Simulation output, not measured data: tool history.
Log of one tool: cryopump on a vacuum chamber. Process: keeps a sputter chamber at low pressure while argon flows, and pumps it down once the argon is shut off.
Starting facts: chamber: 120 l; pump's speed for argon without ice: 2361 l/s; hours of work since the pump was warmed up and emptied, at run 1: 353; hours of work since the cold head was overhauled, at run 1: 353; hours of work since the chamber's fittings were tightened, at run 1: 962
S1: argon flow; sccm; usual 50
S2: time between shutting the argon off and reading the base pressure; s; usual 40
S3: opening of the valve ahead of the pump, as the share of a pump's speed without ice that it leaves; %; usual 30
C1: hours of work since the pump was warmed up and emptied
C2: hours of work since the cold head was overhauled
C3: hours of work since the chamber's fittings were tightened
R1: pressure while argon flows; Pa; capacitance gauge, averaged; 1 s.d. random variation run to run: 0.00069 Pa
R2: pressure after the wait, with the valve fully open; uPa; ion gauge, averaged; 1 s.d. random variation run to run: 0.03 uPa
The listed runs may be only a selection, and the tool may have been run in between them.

| run | day | S1 | S2 | S3 | C1 | C2 | C3 | R1 | R2 |
|---|---|---|---|---|---|---|---|---|---|
| 1 | 0 | 50 | 40 | 30 | 353 | 353 | 962 | 0.1246 | 1.75 |
| 2 | 5.5 | 50 | 79 | 30 | 468 | 468 | 1077 | 0.1274 | 1.1 |
| 3 | 9.225 | 50 | 79 | 30 | 546 | 546 | 1154 | 0.1284 | 1.11 |
| 4 | 12.279 | 50 | 79 | 30 | 609 | 609 | 1218 | 0.1283 | 1.16 |
| 5 | 17.188 | 50 | 79 | 30 | 712 | 712 | 1321 | 0.1309 | 1.2 |
| 6 | 20.738 | 50 | 40 | 30 | 786 | 786 | 1395 | 0.134 | 1.88 |
|  | 23.279 | pump warmed up, emptied and cooled again |
| 7 | 25.504 | 50 | 40 | 30 | 46 | 881 | 1490 | 0.121 | 1.77 |
| 8 | 30.596 | 50 | 40 | 30 | 153 | 988 | 1596 | 0.1219 | 1.83 |
| 9 | 35.558 | 50 | 40 | 30 | 256 | 1091 | 1700 | 0.1231 | 1.86 |
| 10 | 40.812 | 50 | 40 | 30 | 366 | 1201 | 1810 | 0.1259 | 1.91 |
| 11 | 45.188 | 50 | 40 | 30 | 458 | 1292 | 1901 | 0.1268 | 1.9 |
| 12 | 50.208 | 88 | 40 | 30 | 562 | 1397 | 2006 | 0.2286 | 1.97 |
| 13 | 52.521 | 88 | 40 | 30 | 611 | 1446 | 2054 | 0.2302 | 2.05 |
| 14 | 55.525 | 50 | 173 | 30 | 673 | 1508 | 2117 | 0.1322 | 1.01 |
| 15 | 58.558 | 50 | 20 | 32 | 737 | 1572 | 2180 | 0.1261 | 3.47 |
| 16 | 61.575 | 50 | 36 | 16 | 800 | 1635 | 2243 | 0.2405 | 2.28 |
|  | 63.404 | pump warmed up, emptied and cooled again |
| 17 | 67.358 | 50 | 24 | 30 | 83 | 1751 | 2360 | 0.1211 | 2.92 |
| 18 | 70.533 | 50 | 24 | 30 | 149 | 1817 | 2426 | 0.1224 | 2.92 |
| 19 | 73.592 | 23 | 24 | 23 | 213 | 1881 | 2490 | 0.0735 | 2.97 |
| 20 | 78.483 | 56 | 39 | 23 | 315 | 1984 | 2592 | 0.1814 | 2.11 |
| 21 | 83.621 | 97 | 69 | 18 | 422 | 2091 | 2699 | 0.4019 | 1.47 |

Forecast each of these 5 alternatives for the next run:
| A | 87.217 | 97 | 69 | 38 | 497 | 2166 | 2775 | ? | ? |
| B | 87.217 | 46 | 29 | 38 | 497 | 2166 | 2775 | ? | ? |
| C | 87.217 | 25 | 54 | 18 | 497 | 2166 | 2775 | ? | ? |
| D | 87.217 | 97 | 69 | 38 | 497 | 2166 | 2775 | ? | ? |
| E | 87.217 | 32 | 224 | 30 | 497 | 2166 | 2775 | ? | ? |

| run | R1 | R2 |
|---|---|---|
| A | 0.201 | 1.51 |
| B | 0.0951 | 2.61 |
| C | 0.1038 | 1.75 |
| D | 0.2004 | 1.53 |
| E | 0.0822 | 1 |
With no hidden state in the tool, these same runs would have given:
| run | R1 | R2 |
|---|---|---|
| A | 0.1836 | 0.89 |
| B | 0.0869 | 1.99 |
| C | 0.0993 | 1.13 |
| D | 0.1831 | 0.92 |
| E | 0.0764 | 0.36 |
